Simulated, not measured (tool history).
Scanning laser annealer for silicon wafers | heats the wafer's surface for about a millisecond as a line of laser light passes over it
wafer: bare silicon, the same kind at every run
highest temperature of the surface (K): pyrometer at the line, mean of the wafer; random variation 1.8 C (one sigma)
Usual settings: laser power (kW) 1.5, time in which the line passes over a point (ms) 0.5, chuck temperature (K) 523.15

| run | hour | laser power (kW) | time in which the line passes over a point (ms) | chuck temperature (K) | highest temperature of the surface (K) |
|---|---|---|---|---|---|
| 1 | 0 | 1.5 | 0.5 | 523.15 | 1218.15 |
| 2 | 9.3 | 1.5 | 0.5 | 539.15 | 1230.15 |
| 3 | 23.8 | 1.5 | 0.5 | 539.15 | 1226.15 |
| 4 | 32.5 | 1.5 | 0.5 | 539.15 | 1229.15 |
| 5 | 46.9 | 1.5 | 0.376 | 523.15 | 1116.15 |
| 6 | 60.5 | 1.383 | 0.376 | 523.15 | 1057.15 |
| 7 | 74.1 | 1.383 | 0.554 | 523.15 | 1184.15 |
| 8 | 86.7 | 1.383 | 0.554 | 523.15 | 1185.15 |
| 9 | 95.2 | 1.383 | 0.554 | 523.15 | 1185.15 |
| 10 | 101.2 | 1.5 | 0.479 | 523.15 | 1197.15 |
| 11 | 110.9 | 1.47 | 0.479 | 523.15 | 1179.15 |
| 12 | 119.2 | 1.5 | 0.5 | 523.15 | 1209.15 |
| 13 | 133.4 | 1.5 | 0.5 | 523.15 | 1213.15 |
| 14 | 145.4 | 1.5 | 0.5 | 523.15 | 1207.15 |
| 15 | 152.6 | 1.558 | 0.5 | 523.15 | 1243.15 |
| 16 | 159.4 | 1.5 | 0.5 | 494.15 | 1181.15 |
| 17 | 165.9 | 1.6 | 0.5 | 494.15 | 1236.15 |
| 18 | 172.3 | 1.5 | 0.5 | 523.15 | 1210.15 |
| 19 | 185.9 | 1.5 | 0.5 | 527.15 | 1214.15 |
|  | 189.6 | laser's power meter calibrated |
| 20 | 198.4 | 1.5 | 0.392 | 490.15 | 1090.15 |
| 21 | 210.8 | 1.435 | 0.395 | 543.15 | 1117.15 |
| 22 | 224.2 | 1.601 | 0.495 | 543.15 | 1281.15 |
| 23 | 233.6 | 1.413 | 0.5 | 523.15 | 1161.15 |
|  | 239.5 | laser's power meter calibrated, once more |
| 24 | 242.8 | 1.498 | 0.43 | 550.15 | 1183.15 |
| 25 | 251.8 | 1.375 | 0.43 | 496.15 | 1066.15 |
| 26 | 265.7 | 1.375 | 0.43 | 496.15 | 1070.15 |
| 27 | 277.5 | 1.5 | 0.384 | 523.15 | 1120.15 |
| 28 | 285.8 | 1.5 | 0.384 | 523.15 | 1118.15 |
| 29 | 292.2 | 1.5 | 0.384 | 523.15 | 1118.15 |
| 30 | 301.8 | 1.528 | 0.502 | 514.15 | 1218.15 |
| 31 | 314.8 | 1.528 | 0.502 | 514.15 | 1220.15 |
| 32 | 324.8 | 1.528 | 0.502 | 514.15 | 1216.15 |
| 33 | 338.6 | 1.551 | 0.5 | 539.15 | 1251.15 |
| 34 | 350.7 | 1.551 | 0.5 | 539.15 | 1254.15 |
| 35 | 362.2 | 1.388 | 0.576 | 539.15 | 1212.15 |

Hidden state or all else? Some run-to-run changes of highest temperature of the surface (K), split into what the settings, what came in and random variation would give without the hidden state, and what is left for the hidden state (with any gauge scatter that isn't in both results):
The hidden state here: light that passes the window, % of a clean one's; laser's true power over the reading, %; width of the line over the set one, %; drift of the gauge itself on peak_c, C.
Run 6 -> 7: time in which the line passes over a point (ms) 0.376 -> 0.554. highest temperature of the surface (K) +127: hidden state -9, all else +136.
Run 19 -> 20: time in which the line passes over a point (ms) 0.5 -> 0.392, chuck temperature (K) 527.15 -> 490.15, laser's power meter calibrated. highest temperature of the surface (K) -124: hidden state +6, all else -130.
Run 21 -> 22: laser power (kW) 1.435 -> 1.601, time in which the line passes over a point (ms) 0.395 -> 0.495. highest temperature of the surface (K) +164: hidden state -13, all else +177.
Run 29 -> 30: laser power (kW) 1.5 -> 1.528, time in which the line passes over a point (ms) 0.384 -> 0.502, chuck temperature (K) 523.15 -> 514.15. highest temperature of the surface (K) +100: hidden state -8, all else +108.
